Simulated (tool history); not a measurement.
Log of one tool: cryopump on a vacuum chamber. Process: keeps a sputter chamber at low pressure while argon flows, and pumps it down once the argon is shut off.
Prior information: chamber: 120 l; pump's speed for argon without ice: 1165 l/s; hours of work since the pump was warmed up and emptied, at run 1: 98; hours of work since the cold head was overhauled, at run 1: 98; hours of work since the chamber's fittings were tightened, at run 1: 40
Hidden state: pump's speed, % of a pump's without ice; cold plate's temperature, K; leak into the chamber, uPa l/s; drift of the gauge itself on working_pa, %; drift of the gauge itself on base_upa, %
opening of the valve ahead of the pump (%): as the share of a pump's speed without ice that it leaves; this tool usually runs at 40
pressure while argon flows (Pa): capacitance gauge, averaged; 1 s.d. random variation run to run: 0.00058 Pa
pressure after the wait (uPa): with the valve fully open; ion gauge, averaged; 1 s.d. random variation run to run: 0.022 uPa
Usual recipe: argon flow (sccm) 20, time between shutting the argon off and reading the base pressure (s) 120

run	hour	argon flow (sccm)	time between shutting the argon off and reading the base pressure (s)	opening of the valve ahead of the pump (%)	hours of work since the pump was warmed up and emptied	hours of work since the cold head was overhauled	hours of work since the chamber's fittings were tightened	pressure while argon flows (Pa)	pressure after the wait (uPa)
1	0	20	120	40	98	98	40	0.0742	0.71
2	8.3	20	120	40	102	102	44	0.0742	0.73
3	17.1	20	120	40	106	106	48	0.0742	0.72
4	26.5	20	120	21	111	111	52	0.1398	0.77
5	36.7	20	120	21	115	115	57	0.1392	0.75
6	45.6	20	120	21	120	120	61	0.1397	0.75
7	59.3	20	120	40	126	126	68	0.0738	0.73
8	67.9	20	120	40	130	130	72	0.0739	0.71
9	75.4	20	118	28	134	134	75	0.105	0.76

Run 10 has not been measured yet. What should we expect?
10	85.1	27	299	37	138	138	80	?	?

{"run 10": {"pressure while argon flows (Pa)": 0.1079, "pressure after the wait (uPa)": 0.53}}
On a tool with no hidden condition, and with the same random variation, this run would have come out at pressure while argon flows (Pa) 0.1048, pressure after the wait (uPa) 0.42.
